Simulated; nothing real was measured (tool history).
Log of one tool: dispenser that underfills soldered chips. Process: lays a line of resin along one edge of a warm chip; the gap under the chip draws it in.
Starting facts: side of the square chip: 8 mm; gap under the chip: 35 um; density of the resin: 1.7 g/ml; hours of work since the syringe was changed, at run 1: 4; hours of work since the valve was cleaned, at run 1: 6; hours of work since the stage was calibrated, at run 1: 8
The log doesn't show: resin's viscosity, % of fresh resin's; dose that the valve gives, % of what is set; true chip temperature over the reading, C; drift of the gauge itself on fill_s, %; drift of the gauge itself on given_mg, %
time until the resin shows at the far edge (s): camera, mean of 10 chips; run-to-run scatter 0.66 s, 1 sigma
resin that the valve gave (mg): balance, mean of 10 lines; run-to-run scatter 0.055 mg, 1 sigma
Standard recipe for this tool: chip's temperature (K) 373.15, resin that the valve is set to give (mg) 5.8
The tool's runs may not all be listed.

run,day,chip's temperature (K),resin that the valve is set to give (mg),hours of work since the syringe was changed,hours of work since the valve was cleaned,hours of work since the stage was calibrated,time until the resin shows at the far edge (s),resin that the valve gave (mg)
1,0,373.15,5.8,4,6,8,73.3,5.73
2,0.179,370.15,5.8,7,9,11,96.7,5.7
3,0.35,373.15,5.8,9,12,13,99.2,5.71
# day 0.438: new syringe of resin
4,0.5,373.15,5.8,1,14,16,61.2,5.7
5,0.696,373.15,5.8,4,17,18,72.9,5.78
6,0.888,383.15,5.8,7,20,21,58.6,5.69
7,1.083,373.15,5.8,10,23,24,103.1,5.7
# day 1.138: new syringe of resin
8,1.275,373.15,6.38,2,25,27,64.6,6.2
9,1.4,373.15,6.38,4,27,29,72.6,6.23
10,1.542,373.15,6.65,6,29,31,81.1,6.4
11,1.642,373.15,5.8,8,31,33,88.8,5.57
12,1.8,384.15,5.8,10,33,35,66.1,5.64
# day 1.829: new syringe of resin
13,1.988,384.15,5.8,2,36,38,42,5.57
14,2.083,384.15,5.8,4,37,39,45.8,5.61
15,2.254,373.15,7.08,6,40,42,81.3,6.84
16,2.458,373.15,7.08,9,43,45,96.6,6.77
# day 2.521: new syringe of resin
17,2.629,373.15,5.8,2,45,47,63.4,5.6
18,2.833,373.15,5.8,5,48,50,75.8,5.52
19,2.975,373.15,5.8,7,51,52,85.8,5.58
20,3.075,365.15,5.74,8,52,54,133.8,5.52
# day 3.225: new syringe of resin
21,3.279,362.15,6.88,1,55,57,93.5,6.61
22,3.442,358.15,7.17,3,57,59,129.4,6.77
23,3.65,358.15,7.17,6,61,62,152.1,6.78
24,3.779,362.15,5.8,8,63,64,147.1,5.42
# day 3.921: new syringe of resin
25,3.925,365.15,7.35,0,65,66,76.8,6.88
26,4.062,365.15,7.35,2,67,68,88.7,6.89
27,4.212,373.15,7.32,4,69,71,73.5,6.84
28,4.312,362.15,5.33,6,70,72,130,4.91
29,4.429,362.15,5.33,8,72,74,146.6,5.02
30,4.567,362.15,5.33,10,74,76,163,4.98
# day 4.617: new syringe of resin
31,4.758,362.15,5.33,2,77,79,106.4,4.92
32,4.929,376.15,5.26,5,80,81,69.3,4.84
# day 5.008: dispensing valve cleaned and set on the balance
33,5.167,385.15,6.87,8,2,84,53.2,6.79
34,5.262,385.15,6.87,9,4,86,58.6,6.8
# day 5.362: new syringe of resin
35,5.425,373.15,7.02,1,6,88,59.1,6.91
36,5.529,373.15,7.02,3,8,89,64.8,6.89

Below, some changes in time until the resin shows at the far edge (s) between adjacent runs. For each, the amount present without the hidden state too (settings, incoming material, random variation) and the amount remaining for the hidden state with gauge scatter not shared by both compared results:
Run 20 -> 21: chip's temperature (K) 365.15 -> 362.15, resin that the valve is set to give (mg) 5.74 -> 6.88, new syringe of resin. time until the resin shows at the far edge (s) -40.3: hidden state -46.2, all else +5.9.
Run 24 -> 25: chip's temperature (K) 362.15 -> 365.15, resin that the valve is set to give (mg) 5.8 -> 7.35, new syringe of resin. time until the resin shows at the far edge (s) -70.3: hidden state -57.1, all else -13.2.
Run 27 -> 28: chip's temperature (K) 373.15 -> 362.15, resin that the valve is set to give (mg) 7.32 -> 5.33. time until the resin shows at the far edge (s) +56.5: hidden state +21.3, all else +35.2.
Run 30 -> 31: new syringe of resin. time until the resin shows at the far edge (s) -56.6: hidden state -58.1, all else +1.5.
